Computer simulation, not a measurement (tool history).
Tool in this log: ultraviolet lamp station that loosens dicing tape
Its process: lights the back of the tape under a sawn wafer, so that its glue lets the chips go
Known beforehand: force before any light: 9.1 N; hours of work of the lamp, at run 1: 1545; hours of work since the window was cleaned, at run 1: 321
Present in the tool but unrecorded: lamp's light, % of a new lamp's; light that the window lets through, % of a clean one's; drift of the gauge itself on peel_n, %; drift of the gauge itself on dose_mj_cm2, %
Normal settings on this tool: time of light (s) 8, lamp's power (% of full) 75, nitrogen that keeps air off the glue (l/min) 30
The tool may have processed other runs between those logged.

run,hour,time of light (s),lamp's power (% of full),nitrogen that keeps air off the glue (l/min),hours of work of the lamp,hours of work since the window was cleaned,force that peels the tape off (N),light that reached the tape (mJ/cm2)
1,0.0,8,75,30,1545,321,1.498,176
2,97.7,8,75,49,1614,390,1.293,175
3,147.6,8,75,49,1649,426,1.271,163
4,194.8,8,74,30,1683,459,1.812,162
# hour 221.0: window cleaned of glue's vapour
5,270.8,8,74,30,1736,35,1.617,167
6,351.6,8,74,30,1793,92,1.768,160
# hour 421.4: lamp changed
7,432.6,8,74,30,8,148,0.590,287
8,494.6,8,75,13,52,192,1.064,281
9,557.9,8,75,30,96,237,0.612,275
10,607.0,8,75,30,131,271,0.676,276
11,656.0,8,75,30,165,306,0.664,271
12,716.9,8,68,30,208,349,0.852,239
13,783.2,8,68,30,255,395,0.939,235
14,839.5,8,68,54,295,435,0.652,229
15,881.3,8,68,54,324,465,0.709,223
# hour 898.8: window cleaned of glue's vapour
16,939.4,8,69,30,365,29,0.792,248
17,986.2,8,75,30,398,62,0.676,273
18,1059.8,8,75,30,450,113,0.741,258
19,1154.3,5,75,26,516,180,1.988,160
20,1239.3,5,75,26,576,240,2.055,151
21,1332.7,14,76,22,642,306,0.333,421
22,1373.2,6,75,30,670,334,1.511,177
23,1469.7,6,88,30,738,402,1.265,196
24,1509.8,9,88,30,767,431,0.545,290
# hour 1576.5: window cleaned of glue's vapour
25,1608.0,9,88,30,836,22,0.499,311
26,1665.5,7,62,58,876,63,1.226,168
27,1705.6,7,62,58,904,91,1.242,165
28,1784.3,7,62,58,960,146,1.380,164
29,1846.0,8,86,30,1003,190,0.802,245
30,1935.3,8,84,30,1066,253,0.864,237
31,2020.7,8,77,32,1126,313,1.086,206
32,2063.4,5,92,22,1156,343,2.130,156
33,2111.8,5,85,22,1191,377,2.507,139
34,2165.0,5,85,22,1228,415,2.593,137
35,2209.5,5,75,40,1259,446,2.416,120

A few steps of force that peels the tape off (N) between consecutive runs. Split each: what settings, incoming material and random variation would produce without the hidden state, and what is left over for the hidden state, along with gauge scatter present in only one of the two compared results (measured, and without hidden state):
Run 6 -> 7: lamp changed. force that peels the tape off (N) -1.178: hidden state -1.171, all else -0.007.
Run 18 -> 19: time of light (s) 8 -> 5, nitrogen that keeps air off the glue (l/min) 30 -> 26. force that peels the tape off (N) +1.247: hidden state +0.294, all else +0.953.
Run 20 -> 21: time of light (s) 5 -> 14, lamp's power (% of full) 75 -> 76, nitrogen that keeps air off the glue (l/min) 26 -> 22. force that peels the tape off (N) -1.722: hidden state -0.473, all else -1.249.
Run 21 -> 22: time of light (s) 14 -> 6, lamp's power (% of full) 76 -> 75, nitrogen that keeps air off the glue (l/min) 22 -> 30. force that peels the tape off (N) +1.178: hidden state +0.458, all else +0.720.
